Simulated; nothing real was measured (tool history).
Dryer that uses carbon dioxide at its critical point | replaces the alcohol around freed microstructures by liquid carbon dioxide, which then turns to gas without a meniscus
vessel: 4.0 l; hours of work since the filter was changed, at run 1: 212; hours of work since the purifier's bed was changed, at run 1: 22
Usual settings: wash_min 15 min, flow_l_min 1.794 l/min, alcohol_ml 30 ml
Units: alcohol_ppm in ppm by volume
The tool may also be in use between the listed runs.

run	hour	wash_min	flow_l_min	alcohol_ml	hours of work since the filter was changed	hours of work since the purifier's bed was changed	alcohol_ppm
1	0	15	1.794	30	212	22	59
2	18	21	1.794	30	225	36	20
3	38.6	15	1.794	21	241	51	55
4	53.4	15	1.794	30	252	62	77
5	66	15	1.94	30	261	72	61
6	85.4	15	1.94	30	276	86	62
7	101.5	15	1.94	30	288	98	67
8	112.5	15	1.794	108	296	106	241
9	123.2	15	1.794	108	304	114	243
10	141.7	15	1.794	108	318	128	258
11	162	15	1.794	108	333	143	262
12	173.7	15	1.794	108	342	152	246
13	189.3	15	1.794	108	353	164	278
14	206.2	15	2.21	30	366	176	65
15	218.3	17	1.794	30	375	185	84
16	235.8	11	1.794	31	388	199	298
17	246.1	21	2.34	35	396	206	56
18	254.9	11	2.3	32	403	213	145
19	271.1	15	1.71	95	415	225	344
20	287	15	1.71	95	427	237	341
21	306.5	15	1.71	41	441	252	185
22	315.4	15	1.71	41	448	258	193

Forecast each of these 4 alternatives for the next run:
A	335.6	15	1.82	89	463	273	?
B	335.6	11	2.12	29	463	273	?
C	335.6	14	1.71	41	463	273	?
D	335.6	22	1.794	99	463	273	?

run	alcohol_ppm
A	281
B	208
C	252
D	101
Without the tool's hidden state the same runs would have given:
run	alcohol_ppm
A	99
B	75
C	96
D	14
